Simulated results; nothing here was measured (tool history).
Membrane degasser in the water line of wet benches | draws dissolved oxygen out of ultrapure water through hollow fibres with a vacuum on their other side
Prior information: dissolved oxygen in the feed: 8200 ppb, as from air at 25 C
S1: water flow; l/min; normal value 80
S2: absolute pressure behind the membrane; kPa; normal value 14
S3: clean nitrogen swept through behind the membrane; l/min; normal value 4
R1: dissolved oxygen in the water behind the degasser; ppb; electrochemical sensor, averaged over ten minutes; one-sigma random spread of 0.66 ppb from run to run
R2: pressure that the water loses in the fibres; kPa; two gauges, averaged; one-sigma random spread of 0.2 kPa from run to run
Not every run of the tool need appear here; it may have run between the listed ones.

| run | hour | S1 | S2 | S3 | R1 | R2 |
|---|---|---|---|---|---|---|
| 1 | 0 | 80 | 14 | 4 | 466.5 | 46.34 |
| 2 | 189.4 | 80 | 14 | 4 | 467.9 | 46.21 |
| 3 | 389.3 | 80 | 14 | 4 | 468.2 | 46.35 |
| 4 | 478.8 | 80 | 14 | 4 | 468.9 | 46.41 |
| 5 | 681.3 | 80 | 14 | 4 | 469.1 | 46.66 |
| 6 | 869.2 | 119 | 14 | 4 | 667.7 | 69.42 |
| 7 | 1056.1 | 119 | 14 | 4 | 666.4 | 69.72 |
| 8 | 1158.2 | 80 | 14 | 5.43 | 362.4 | 46.65 |
| 9 | 1247.4 | 80 | 14 | 4 | 468.6 | 46.64 |
| 10 | 1360.8 | 80 | 9.5 | 10.25 | 126.3 | 46.7 |
|  | 1377.8 | vacuum gauge calibrated |
| 11 | 1481.6 | 51 | 24.5 | 10.25 | 253.9 | 29.69 |
| 12 | 1665.5 | 59 | 15.1 | 6.5 | 255.4 | 34.61 |
| 13 | 1755.2 | 59 | 15.1 | 6.5 | 255.6 | 34.45 |
| 14 | 1850.7 | 59 | 15.1 | 6.5 | 255.5 | 34.48 |
| 15 | 1940 | 59 | 15.1 | 6.5 | 255.5 | 34.27 |
| 16 | 2037 | 64 | 14 | 9.13 | 184.6 | 37.3 |
| 17 | 2190 | 101 | 25.3 | 2.53 | 1526.5 | 58.99 |
| 18 | 2340.7 | 111 | 19.7 | 6.25 | 647.7 | 64.93 |

Here are 4 independent what-if runs from the current tool condition. What would each one return?
|  | 2437.5 | vacuum gauge calibrated, once more |
| A | 2517.3 | 76 | 23.3 | 2.87 | ? | ? |
|  | 2437.5 | vacuum gauge calibrated, once more |
| B | 2517.3 | 120 | 30.7 | 3.4 | ? | ? |
|  | 2437.5 | vacuum gauge calibrated, once more |
| C | 2517.3 | 111 | 23.3 | 1.79 | ? | ? |
|  | 2437.5 | vacuum gauge calibrated, once more |
| D | 2517.3 | 48 | 19 | 3.73 | ? | ? |

| run | R1 | R2 |
|---|---|---|
| A | 1028.6 | 44.43 |
| B | 1673.6 | 70.19 |
| C | 1871.4 | 65.18 |
| D | 450.8 | 28.31 |
Stripped of hidden state, with their random variation kept, the same runs would have yielded:
| run | R1 | R2 |
|---|---|---|
| A | 1028.1 | 43.32 |
| B | 1671.5 | 68.45 |
| C | 1872.9 | 63.56 |
| D | 449.9 | 27.6 |
